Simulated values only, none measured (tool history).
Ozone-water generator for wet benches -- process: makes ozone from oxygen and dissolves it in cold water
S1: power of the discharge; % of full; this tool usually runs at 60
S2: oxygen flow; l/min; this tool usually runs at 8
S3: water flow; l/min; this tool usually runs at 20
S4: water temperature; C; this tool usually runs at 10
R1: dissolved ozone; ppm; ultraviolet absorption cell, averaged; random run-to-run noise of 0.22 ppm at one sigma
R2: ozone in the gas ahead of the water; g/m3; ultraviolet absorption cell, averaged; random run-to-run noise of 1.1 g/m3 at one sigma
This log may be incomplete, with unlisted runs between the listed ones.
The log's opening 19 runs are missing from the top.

run 20 hour=397.3 | S1=98 S2=8 S3=20 S4=13 | R1=44.7 R2=269.4
run 21 hour=410.7 | S1=42 S2=14.25 S3=20 S4=6 | R1=24.9 R2=102.6
run 22 hour=428.1 | S1=68 S2=12.86 S3=20 S4=11 | R1=32.7 R2=154.2
run 23 hour=454.5 | S1=60 S2=6.18 S3=20 S4=10 | R1=33.1 R2=220.9
run 24 hour=477.5 | S1=60 S2=4.26 S3=20 S4=13 | R1=31.3 R2=273.7
run 25 hour=506.3 | S1=60 S2=4.26 S3=20 S4=13 | R1=31.5 R2=276
run 26 hour=537.5 | S1=92 S2=6.19 S3=20 S4=10 | R1=45.1 R2=301.3
run 27 hour=553.2 | S1=92 S2=6.19 S3=20 S4=10 | R1=45.1 R2=300.2
run 28 hour=582.3 | S1=47 S2=8 S3=20 S4=10 | R1=27.3 R2=158.5
run 29 hour=613.5 | S1=47 S2=8 S3=20 S4=10 | R1=27.4 R2=157.1
run 30 hour=628.2 | S1=47 S2=5.84 S3=16 S4=13 | R1=30.9 R2=187.7
run 31 hour=653.3 | S1=55 S2=7.88 S3=28 S4=8 | R1=24.8 R2=178.3
run 32 hour=667.5 | S1=55 S2=7.88 S3=28 S4=8 | R1=24.7 R2=177.1
run 33 hour=689.1 | S1=60 S2=8 S3=20 S4=16 | R1=29.4 R2=188.4

Alternative continuations, all from the tool just after run 33; predict every row:
run A hour=712.4 | S1=60 S2=8 S3=20 S4=9 | R1=? R2=?
run B hour=712.4 | S1=42 S2=12.08 S3=19 S4=16 | R1=? R2=?
run C hour=712.4 | S1=60 S2=8.79 S3=13 S4=10 | R1=? R2=?
run D hour=712.4 | S1=96 S2=12.6 S3=24 S4=16 | R1=? R2=?

run=A R1=33.3 R2=189.1
run=B R1=21.4 R2=113.1
run=C R1=41.2 R2=177.2
run=D R1=35 R2=203.2
Without the tool's hidden state the same runs would have given:
run=A R1=33.3 R2=189.1
run=B R1=21.4 R2=113.1
run=C R1=41.2 R2=177.2
run=D R1=35 R2=203.3
